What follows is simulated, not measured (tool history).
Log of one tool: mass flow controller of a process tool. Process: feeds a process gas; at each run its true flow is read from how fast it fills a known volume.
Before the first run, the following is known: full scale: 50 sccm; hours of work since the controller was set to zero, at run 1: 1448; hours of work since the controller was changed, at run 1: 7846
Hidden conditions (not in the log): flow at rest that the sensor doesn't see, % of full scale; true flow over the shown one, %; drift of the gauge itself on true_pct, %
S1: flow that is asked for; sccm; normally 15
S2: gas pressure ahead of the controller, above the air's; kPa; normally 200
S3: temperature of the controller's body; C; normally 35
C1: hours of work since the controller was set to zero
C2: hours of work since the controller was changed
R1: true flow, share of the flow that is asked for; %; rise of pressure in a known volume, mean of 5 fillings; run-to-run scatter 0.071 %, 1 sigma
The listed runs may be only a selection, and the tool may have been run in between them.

run 1 hour=0.0 | S1=15 S2=200 S3=35 | C1=1448 C2=7846 | R1=100.39
run 2 hour=212.3 | S1=15 S2=200 S3=35 | C1=1573 C2=7971 | R1=100.22
run 3 hour=501.9 | S1=15 S2=200 S3=35 | C1=1745 C2=8142 | R1=100.37
run 4 hour=781.1 | S1=15 S2=200 S3=35 | C1=1910 C2=8307 | R1=100.26
run 5 hour=954.8 | S1=15 S2=200 S3=35 | C1=2013 C2=8410 | R1=100.19
run 6 hour=1240.6 | S1=21 S2=200 S3=35 | C1=2182 C2=8579 | R1=100.24
run 7 hour=1430.4 | S1=21 S2=200 S3=35 | C1=2294 C2=8691 | R1=100.11
run 8 hour=1747.6 | S1=21 S2=200 S3=35 | C1=2481 C2=8879 | R1=99.98
run 9 hour=2071.0 | S1=15 S2=248 S3=35 | C1=2673 C2=9070 | R1=99.75
run 10 hour=2363.3 | S1=15 S2=248 S3=35 | C1=2846 C2=9243 | R1=99.68
run 11 hour=2722.8 | S1=15 S2=248 S3=35 | C1=3058 C2=9456 | R1=99.66
run 12 hour=2978.1 | S1=21 S2=200 S3=35 | C1=3209 C2=9607 | R1=99.74
run 13 hour=3259.1 | S1=15 S2=152 S3=35 | C1=3375 C2=9773 | R1=99.79
run 14 hour=3575.7 | S1=15 S2=152 S3=35 | C1=3563 C2=9960 | R1=99.74
-- hour=3608.4 gauge calibrated
run 15 hour=3858.4 | S1=15 S2=152 S3=35 | C1=3730 C2=10127 | R1=100.36
run 16 hour=4124.6 | S1=15 S2=200 S3=31 | C1=3887 C2=10285 | R1=99.93
run 17 hour=4438.9 | S1=15 S2=200 S3=31 | C1=4073 C2=10471 | R1=99.92
run 18 hour=4717.0 | S1=15 S2=194 S3=31 | C1=4237 C2=10635 | R1=99.93
run 19 hour=4989.5 | S1=15 S2=194 S3=31 | C1=4399 C2=10796 | R1=99.82
run 20 hour=5222.3 | S1=15 S2=194 S3=31 | C1=4536 C2=10934 | R1=99.84
run 21 hour=5391.3 | S1=15 S2=194 S3=31 | C1=4636 C2=11034 | R1=99.73
run 22 hour=5587.9 | S1=15 S2=179 S3=35 | C1=4753 C2=11150 | R1=100.00
run 23 hour=5916.5 | S1=15 S2=179 S3=35 | C1=4947 C2=11344 | R1=99.93
run 24 hour=6102.0 | S1=9 S2=179 S3=35 | C1=5057 C2=11454 | R1=99.81
run 25 hour=6451.0 | S1=9 S2=200 S3=35 | C1=5263 C2=11661 | R1=99.81
run 26 hour=6710.8 | S1=6 S2=177 S3=35 | C1=5417 C2=11814 | R1=99.66
run 27 hour=6917.0 | S1=15 S2=199 S3=25 | C1=5539 C2=11936 | R1=98.95
run 28 hour=7248.7 | S1=8 S2=236 S3=35 | C1=5735 C2=12132 | R1=99.61
run 29 hour=7528.2 | S1=8 S2=236 S3=35 | C1=5900 C2=12298 | R1=99.33
run 30 hour=7752.2 | S1=15 S2=259 S3=38 | C1=6033 C2=12430 | R1=99.50
-- hour=7989.2 controller's zero set anew
run 31 hour=8038.4 | S1=14 S2=259 S3=35 | C1=29 C2=12599 | R1=99.36
run 32 hour=8219.6 | S1=11 S2=237 S3=24 | C1=136 C2=12706 | R1=98.57
run 33 hour=8433.7 | S1=6 S2=200 S3=35 | C1=263 C2=12833 | R1=99.34
run 34 hour=8664.8 | S1=21 S2=229 S3=35 | C1=400 C2=12970 | R1=99.31
run 35 hour=8991.9 | S1=15 S2=200 S3=30 | C1=593 C2=13163 | R1=99.04
run 36 hour=9291.1 | S1=26 S2=146 S3=23 | C1=770 C2=13340 | R1=98.71
run 37 hour=9481.0 | S1=15 S2=220 S3=26 | C1=882 C2=13452 | R1=98.59
run 38 hour=9658.5 | S1=15 S2=220 S3=21 | C1=987 C2=13557 | R1=98.19
run 39 hour=10028.8 | S1=5 S2=246 S3=29 | C1=1206 C2=13776 | R1=98.53
run 40 hour=10241.0 | S1=8 S2=147 S3=32 | C1=1332 C2=13902 | R1=98.92
run 41 hour=10451.4 | S1=8 S2=147 S3=32 | C1=1456 C2=14026 | R1=98.94
run 42 hour=10772.8 | S1=41 S2=222 S3=32 | C1=1646 C2=14216 | R1=99.00
run 43 hour=11016.8 | S1=41 S2=222 S3=32 | C1=1790 C2=14361 | R1=98.83
run 44 hour=11366.0 | S1=9 S2=222 S3=32 | C1=1997 C2=14567 | R1=98.50
run 45 hour=11615.2 | S1=6 S2=161 S3=23 | C1=2144 C2=14714 | R1=97.99
-- hour=11647.0 gauge calibrated
run 46 hour=11829.6 | S1=15 S2=157 S3=24 | C1=2271 C2=14841 | R1=99.67

How would selected steps in R1 from run to run divide? Give the signed amount a tool lacking its hidden state would still show from settings, what came in and random variation, and the signed amount left for the hidden state, including any gauge scatter that is not in both of the compared results.
Run 14 -> 15: gauge calibrated. R1 +0.62 %: hidden state +0.64, all else -0.02.
Run 31 -> 32: S1 14 -> 11, S2 259 -> 237, S3 35 -> 24. R1 -0.79 %: hidden state -0.03, all else -0.76.
Run 32 -> 33: S1 11 -> 6, S2 237 -> 200, S3 24 -> 35. R1 +0.77 %: hidden state -0.05, all else +0.82.
Run 38 -> 39: S1 15 -> 5, S2 220 -> 246, S3 21 -> 29. R1 +0.34 %: hidden state -0.09, all else +0.43.
Run 45 -> 46: S1 6 -> 15, S2 161 -> 157, S3 23 -> 24, gauge calibrated. R1 +1.68 %: hidden state +1.50, all else +0.18.

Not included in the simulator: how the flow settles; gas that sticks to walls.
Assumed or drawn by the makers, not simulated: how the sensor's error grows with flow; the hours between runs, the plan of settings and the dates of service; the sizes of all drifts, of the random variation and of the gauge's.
